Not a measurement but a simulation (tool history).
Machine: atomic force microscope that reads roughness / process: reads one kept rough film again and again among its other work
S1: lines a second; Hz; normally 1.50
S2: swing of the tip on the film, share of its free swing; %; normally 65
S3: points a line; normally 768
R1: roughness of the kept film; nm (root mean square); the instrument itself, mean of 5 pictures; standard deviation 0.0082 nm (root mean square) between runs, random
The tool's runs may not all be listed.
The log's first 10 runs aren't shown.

run,hour,S1,S2,S3,R1
11,491.6,2.93,65,768,2.669
# hour 511.0: new tip fitted
12,547.5,1.50,65,456,2.781
# hour 598.9: new tip fitted
13,615.1,0.60,65,768,2.851
# hour 684.7: new tip fitted
14,684.7,0.60,79,768,2.844
15,733.3,1.50,65,417,2.750
# hour 771.8: new tip fitted
16,796.6,1.50,65,417,2.788
17,846.5,1.50,65,417,2.711
# hour 857.6: new tip fitted
18,896.0,1.50,65,417,2.774
# hour 942.1: new tip fitted
19,962.2,0.64,65,395,2.838
20,1009.1,0.64,65,395,2.758
# hour 1026.7: new tip fitted
21,1073.8,0.53,89,768,2.734
# hour 1112.7: new tip fitted
22,1134.0,0.53,78,709,2.812
23,1169.0,0.53,59,709,2.792
# hour 1198.0: new tip fitted
24,1217.6,2.71,63,440,2.765
# hour 1287.1: new tip fitted
25,1287.6,2.71,67,851,2.775
26,1331.2,1.50,65,417,2.758
# hour 1372.6: new tip fitted
27,1373.3,1.56,71,768,2.811
28,1439.9,1.16,60,669,2.756
# hour 1460.3: new tip fitted
29,1507.9,0.99,77,768,2.744
# hour 1546.8: new tip fitted
30,1578.0,1.50,69,768,2.742
31,1619.6,2.28,75,807,2.626
# hour 1634.7: new tip fitted
32,1691.0,1.50,65,341,2.745
# hour 1720.3: new tip fitted
33,1754.4,1.50,63,719,2.780
34,1798.0,1.50,63,719,2.699

4 ways to go on from here, each from the tool as it stands after run 34. What would each give?
# hour 1808.5: new tip fitted
A,1836.9,2.08,65,768,?
# hour 1808.5: new tip fitted
B,1836.9,3.94,65,768,?
# hour 1808.5: new tip fitted
C,1836.9,1.50,55,719,?
# hour 1808.5: new tip fitted
D,1836.9,1.41,63,383,?

run,R1
A,2.760
B,2.693
C,2.808
D,2.786
With the hidden condition removed and each run's random variation left untouched, the same runs would have given:
run,R1
A,2.822
B,2.753
C,2.871
D,2.849

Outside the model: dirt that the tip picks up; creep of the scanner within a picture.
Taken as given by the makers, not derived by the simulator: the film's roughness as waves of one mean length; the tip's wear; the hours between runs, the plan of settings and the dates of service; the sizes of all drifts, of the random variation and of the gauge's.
